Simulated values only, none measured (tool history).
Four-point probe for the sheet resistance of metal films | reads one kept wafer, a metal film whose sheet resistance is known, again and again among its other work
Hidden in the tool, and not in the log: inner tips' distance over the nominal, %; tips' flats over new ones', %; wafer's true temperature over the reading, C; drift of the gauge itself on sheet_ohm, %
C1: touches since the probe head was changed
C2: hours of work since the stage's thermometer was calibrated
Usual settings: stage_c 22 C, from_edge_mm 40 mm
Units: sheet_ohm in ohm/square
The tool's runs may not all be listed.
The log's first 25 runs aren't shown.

run 26 hour=1326.0 | stage_c=32 from_edge_mm=10 | C1=138728 C2=540 | sheet_ohm=0.139233
run 27 hour=1368.0 | stage_c=27 from_edge_mm=6 | C1=140675 C2=571 | sheet_ohm=0.141560
run 28 hour=1405.5 | stage_c=26 from_edge_mm=15 | C1=142412 C2=599 | sheet_ohm=0.138917
run 29 hour=1436.1 | stage_c=26 from_edge_mm=15 | C1=143827 C2=621 | sheet_ohm=0.138946
run 30 hour=1486.2 | stage_c=26 from_edge_mm=15 | C1=146145 C2=658 | sheet_ohm=0.138962
run 31 hour=1528.1 | stage_c=26 from_edge_mm=15 | C1=148085 C2=689 | sheet_ohm=0.138937
run 32 hour=1599.8 | stage_c=34 from_edge_mm=4 | C1=151408 C2=741 | sheet_ohm=0.144950
run 33 hour=1644.1 | stage_c=27 from_edge_mm=52 | C1=153459 C2=774 | sheet_ohm=0.138399
run 34 hour=1685.1 | stage_c=29 from_edge_mm=9 | C1=155357 C2=804 | sheet_ohm=0.139658
run 35 hour=1747.2 | stage_c=22 from_edge_mm=7 | C1=158231 C2=850 | sheet_ohm=0.141061
run 36 hour=1807.4 | stage_c=23 from_edge_mm=7 | C1=161019 C2=894 | sheet_ohm=0.140983
run 37 hour=1866.7 | stage_c=23 from_edge_mm=7 | C1=163763 C2=937 | sheet_ohm=0.140966
run 38 hour=1926.6 | stage_c=26 from_edge_mm=5 | C1=166535 C2=981 | sheet_ohm=0.142947

Forecast each of these 5 alternatives for the next run:
run A hour=1997.0 | stage_c=34 from_edge_mm=4 | C1=169798 C2=1033 | sheet_ohm=?
run B hour=1997.0 | stage_c=35 from_edge_mm=35 | C1=169798 C2=1033 | sheet_ohm=?
run C hour=1997.0 | stage_c=35 from_edge_mm=36 | C1=169798 C2=1033 | sheet_ohm=?
run D hour=1997.0 | stage_c=29 from_edge_mm=5 | C1=169798 C2=1033 | sheet_ohm=?
run E hour=1997.0 | stage_c=26 from_edge_mm=41 | C1=169798 C2=1033 | sheet_ohm=?

run=A sheet_ohm=0.144904
run=B sheet_ohm=0.137825
run=C sheet_ohm=0.137793
run=D sheet_ohm=0.142774
run=E sheet_ohm=0.138409
Without the tool's hidden state the same runs would have given:
run=A sheet_ohm=0.145586
run=B sheet_ohm=0.138476
run=C sheet_ohm=0.138445
run=D sheet_ohm=0.143446
run=E sheet_ohm=0.139063
